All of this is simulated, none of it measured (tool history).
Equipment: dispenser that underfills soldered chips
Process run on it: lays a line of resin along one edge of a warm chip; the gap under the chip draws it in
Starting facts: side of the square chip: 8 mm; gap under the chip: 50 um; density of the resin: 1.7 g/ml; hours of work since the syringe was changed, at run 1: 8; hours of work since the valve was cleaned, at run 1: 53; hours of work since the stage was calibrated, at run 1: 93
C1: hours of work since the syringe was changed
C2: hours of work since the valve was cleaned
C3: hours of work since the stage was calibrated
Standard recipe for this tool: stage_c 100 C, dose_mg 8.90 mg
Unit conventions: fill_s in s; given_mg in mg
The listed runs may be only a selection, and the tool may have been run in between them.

Run 1, day 0.000: usual settings; C1 8; C2 53; C3 93. Result: fill_s 195.6 s, given_mg 8.33 mg.
At day 0.188: new syringe of resin.
Run 2, day 0.529: usual settings but dose_mg 10.35 mg; C1 6; C2 62; C3 102. Result: fill_s 168.6 s, given_mg 9.83 mg.
At day 0.871: new syringe of resin.
Run 3, day 0.908: usual settings but dose_mg 10.35 mg; C1 1; C2 68; C3 109. Result: fill_s 124.6 s, given_mg 9.80 mg.
Run 4, day 1.358: usual settings but dose_mg 10.35 mg; C1 9; C2 76; C3 116. Result: fill_s 200.5 s, given_mg 9.58 mg.
At day 1.533: new syringe of resin.
Run 5, day 1.875: usual settings but dose_mg 10.35 mg; C1 6; C2 85; C3 125. Result: fill_s 174.3 s, given_mg 9.44 mg.
At day 2.204: new syringe of resin.
Run 6, day 2.225: usual settings but dose_mg 10.35 mg; C1 0; C2 91; C3 131. Result: fill_s 125.4 s, given_mg 9.40 mg.
Run 7, day 2.508: usual settings but dose_mg 10.70 mg; C1 5; C2 96; C3 136. Result: fill_s 164.5 s, given_mg 9.66 mg.
At day 2.875: new syringe of resin.
Run 8, day 2.896: usual settings but dose_mg 10.70 mg; C1 0; C2 102; C3 142. Result: fill_s 122.9 s, given_mg 9.63 mg.

The next listed run, before its measurement:
Run 9, day 3.471: usual settings but stage_c 113 C, dose_mg 10.26 mg; C1 10; C2 112; C3 152. Result: fill_s ?, given_mg ?.

{"run 9": {"fill_s": 144.7, "given_mg": 9.14}}
Without the tool's hidden state the same run would have given fill_s 77.6 s, given_mg 10.28 mg.
